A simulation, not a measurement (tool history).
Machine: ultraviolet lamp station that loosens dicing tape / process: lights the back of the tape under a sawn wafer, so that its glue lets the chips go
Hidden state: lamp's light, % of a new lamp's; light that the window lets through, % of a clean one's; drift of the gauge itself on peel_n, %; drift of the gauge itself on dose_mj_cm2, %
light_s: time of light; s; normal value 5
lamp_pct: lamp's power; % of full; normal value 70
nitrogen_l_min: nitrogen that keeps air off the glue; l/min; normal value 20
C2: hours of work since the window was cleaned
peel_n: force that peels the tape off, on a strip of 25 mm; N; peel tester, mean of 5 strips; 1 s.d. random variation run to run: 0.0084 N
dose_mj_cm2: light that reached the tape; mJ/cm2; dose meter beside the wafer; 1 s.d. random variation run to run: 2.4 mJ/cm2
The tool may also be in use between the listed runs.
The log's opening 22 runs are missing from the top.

At day 18.150: window cleaned of glue's vapour.
Run 23, day 18.742: usual settings but lamp_pct 68 % of full, nitrogen_l_min 6 l/min; hours of work of the lamp 807; C2 10. Result: peel_n 1.718 N, dose_mj_cm2 194 mJ/cm2.
Run 24, day 19.775: usual settings but lamp_pct 68 % of full, nitrogen_l_min 6 l/min; hours of work of the lamp 824; C2 26. Result: peel_n 1.832 N, dose_mj_cm2 188 mJ/cm2.
Run 25, day 20.629: usual settings but light_s 3 s, lamp_pct 100 % of full, nitrogen_l_min 28 l/min; hours of work of the lamp 838; C2 40. Result: peel_n 0.678 N, dose_mj_cm2 169 mJ/cm2.
Run 26, day 21.638: usual settings but light_s 7 s, lamp_pct 63 % of full, nitrogen_l_min 28 l/min; hours of work of the lamp 854; C2 56. Result: peel_n 0.315 N, dose_mj_cm2 241 mJ/cm2.
Run 27, day 22.479: usual settings but light_s 7 s, lamp_pct 63 % of full, nitrogen_l_min 28 l/min; hours of work of the lamp 868; C2 70. Result: peel_n 0.320 N, dose_mj_cm2 236 mJ/cm2.
Run 28, day 23.396: usual settings but light_s 3 s, lamp_pct 82 % of full, nitrogen_l_min 11 l/min; hours of work of the lamp 883; C2 85. Result: peel_n 2.120 N, dose_mj_cm2 133 mJ/cm2.
Run 29, day 24.433: usual settings but light_s 3 s, lamp_pct 92 % of full, nitrogen_l_min 11 l/min; hours of work of the lamp 900; C2 102. Result: peel_n 1.837 N, dose_mj_cm2 146 mJ/cm2.
Run 30, day 25.154: usual settings but light_s 10 s, lamp_pct 65 % of full, nitrogen_l_min 11 l/min; hours of work of the lamp 911; C2 113. Result: peel_n 0.364 N, dose_mj_cm2 338 mJ/cm2.
Run 31, day 26.283: usual settings but light_s 10 s, lamp_pct 78 % of full, nitrogen_l_min 18 l/min; hours of work of the lamp 929; C2 132. Result: peel_n 0.212 N, dose_mj_cm2 396 mJ/cm2.
Run 32, day 26.858: usual settings but light_s 3 s, lamp_pct 61 % of full, nitrogen_l_min 22 l/min; hours of work of the lamp 939; C2 141. Result: peel_n 2.148 N, dose_mj_cm2 95 mJ/cm2.
Run 33, day 27.800: usual settings but lamp_pct 64 % of full, nitrogen_l_min 14 l/min; hours of work of the lamp 954; C2 156. Result: peel_n 1.305 N, dose_mj_cm2 162 mJ/cm2.
Run 34, day 28.375: usual settings but light_s 8 s, lamp_pct 71 % of full, nitrogen_l_min 14 l/min; hours of work of the lamp 963; C2 165. Result: peel_n 0.414 N, dose_mj_cm2 283 mJ/cm2.
Run 35, day 29.283: usual settings but light_s 8 s, lamp_pct 71 % of full, nitrogen_l_min 14 l/min; hours of work of the lamp 978; C2 180. Result: peel_n 0.422 N, dose_mj_cm2 276 mJ/cm2.
Run 36, day 30.088: usual settings but light_s 2 s; hours of work of the lamp 991; C2 193. Result: peel_n 3.459 N, dose_mj_cm2 65 mJ/cm2.

Estimate the outcome of run 37 from the log above:
Run 37, day 31.062: usual settings but light_s 4 s, nitrogen_l_min 32 l/min; hours of work of the lamp 1007; C2 209. Result: peel_n ?, dose_mj_cm2 ?.

peel_n: 0.983 N
dose_mj_cm2: 133 mJ/cm2
Take away the tool's hidden state, keep the run-to-run variation as it was, and the same run would have given peel_n 0.368 N, dose_mj_cm2 213 mJ/cm2.
